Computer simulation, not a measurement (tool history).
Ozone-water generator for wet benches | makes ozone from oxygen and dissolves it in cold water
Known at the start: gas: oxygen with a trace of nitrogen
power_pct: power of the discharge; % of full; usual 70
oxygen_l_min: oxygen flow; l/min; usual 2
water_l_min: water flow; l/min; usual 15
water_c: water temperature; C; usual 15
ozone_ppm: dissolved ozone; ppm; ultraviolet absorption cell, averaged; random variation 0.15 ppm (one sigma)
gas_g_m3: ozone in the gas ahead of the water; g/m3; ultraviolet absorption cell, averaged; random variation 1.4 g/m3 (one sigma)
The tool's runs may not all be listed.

Run 1, hour 0: usual settings. Result: ozone_ppm 18.3 ppm, gas_g_m3 267.1 g/m3.
Run 2, hour 47.5: usual settings but water_c 16 C. Result: ozone_ppm 18.1 ppm, gas_g_m3 268.3 g/m3.
Run 3, hour 84.1: usual settings but water_c 16 C. Result: ozone_ppm 18 ppm, gas_g_m3 269.3 g/m3.
Run 4, hour 130.8: usual settings but oxygen_l_min 3.03 l/min. Result: ozone_ppm 20.1 ppm, gas_g_m3 226 g/m3.
Run 5, hour 181.2: usual settings but water_l_min 17 l/min. Result: ozone_ppm 16.2 ppm, gas_g_m3 265.6 g/m3.
Run 6, hour 234.6: usual settings but water_c 14 C. Result: ozone_ppm 18.6 ppm, gas_g_m3 267.5 g/m3.
Run 7, hour 295.7: usual settings but water_c 14 C. Result: ozone_ppm 18.1 ppm, gas_g_m3 264.6 g/m3.
Run 8, hour 320.4: usual settings. Result: ozone_ppm 17.9 ppm, gas_g_m3 269.1 g/m3.
Run 9, hour 363.9: usual settings. Result: ozone_ppm 18 ppm, gas_g_m3 268 g/m3.
Run 10, hour 417.4: usual settings. Result: ozone_ppm 17.7 ppm, gas_g_m3 263.2 g/m3.
Run 11, hour 448.2: usual settings. Result: ozone_ppm 18.2 ppm, gas_g_m3 267 g/m3.
Run 12, hour 506.7: usual settings but oxygen_l_min 2.55 l/min. Result: ozone_ppm 19.3 ppm, gas_g_m3 239.9 g/m3.
Run 13, hour 533.3: usual settings but oxygen_l_min 2.55 l/min. Result: ozone_ppm 19 ppm, gas_g_m3 240.9 g/m3.
Run 14, hour 573.2: usual settings but power_pct 78 % of full, oxygen_l_min 3.19 l/min, water_l_min 16 l/min. Result: ozone_ppm 21.3 ppm, gas_g_m3 243.6 g/m3.
Run 15, hour 629: usual settings but power_pct 78 % of full, oxygen_l_min 3.19 l/min, water_l_min 16 l/min. Result: ozone_ppm 20.7 ppm, gas_g_m3 240.1 g/m3.
Run 16, hour 675.5: usual settings but power_pct 57 % of full, oxygen_l_min 1.12 l/min. Result: ozone_ppm 12 ppm, gas_g_m3 284 g/m3.
Run 17, hour 727.5: usual settings but power_pct 57 % of full, oxygen_l_min 1.12 l/min. Result: ozone_ppm 11.9 ppm, gas_g_m3 281.4 g/m3.
Run 18, hour 777.9: usual settings but power_pct 57 % of full, oxygen_l_min 1.12 l/min. Result: ozone_ppm 11.9 ppm, gas_g_m3 281.5 g/m3.
Run 19, hour 815.9: usual settings but power_pct 56 % of full, oxygen_l_min 3.47 l/min. Result: ozone_ppm 17.2 ppm, gas_g_m3 174.2 g/m3.
Run 20, hour 861.5: usual settings but water_l_min 21 l/min, water_c 16 C. Result: ozone_ppm 12.4 ppm, gas_g_m3 264.2 g/m3.
Run 21, hour 888.5: usual settings but power_pct 61 % of full, oxygen_l_min 2.13 l/min, water_l_min 14 l/min, water_c 11 C. Result: ozone_ppm 18 ppm, gas_g_m3 229.4 g/m3.
Run 22, hour 924: usual settings but power_pct 51 % of full. Result: ozone_ppm 13.7 ppm, gas_g_m3 202.9 g/m3.
Run 23, hour 971.1: usual settings but power_pct 51 % of full. Result: ozone_ppm 13.5 ppm, gas_g_m3 201.8 g/m3.
Run 24, hour 1016.7: usual settings but power_pct 51 % of full. Result: ozone_ppm 13.6 ppm, gas_g_m3 200.7 g/m3.
Run 25, hour 1055.3: usual settings but power_pct 50 % of full, water_c 13 C. Result: ozone_ppm 13.6 ppm, gas_g_m3 197.2 g/m3.
Run 26, hour 1116.3: usual settings but power_pct 75 % of full, oxygen_l_min 1.16 l/min, water_l_min 11 l/min, water_c 9 C. Result: ozone_ppm 22.4 ppm, gas_g_m3 347.5 g/m3.

The same runs without the tool's hidden state, with the same run-to-run variation:
The hidden state here: yield of the discharge, % of new electrodes'; contactor's efficiency, % of a clean one's; true water temperature over the reading, C; drift of the gauge itself on ozone_ppm, %; drift of the gauge itself on gas_g_m3, %.
run  ozone_ppm  gas_g_m3
  1       18.8     269.6
  2       18.6     270.9
  3       18.5     272.1
  4       20.7     228.5
  5       16.7     268.7
  6       19.2     270.8
  7       18.8     268.1
  8       18.5     272.7
  9       18.7     271.8
 10       18.4     267.1
 11       18.9     271.1
 12       20.1     243.8
 13       19.8     244.9
 14       22.2     248.1
 15       21.7     244.7
 16       12.5     288.3
 17       12.4     285.8
 18       12.4     286.1
 19         18     177.1
 20         13     269.8
 21       18.8     233.7
 22       14.3     206.2
 23       14.1     205.1
 24       14.2     204.1
 25       14.2     200.5
 26       23.5     356.5
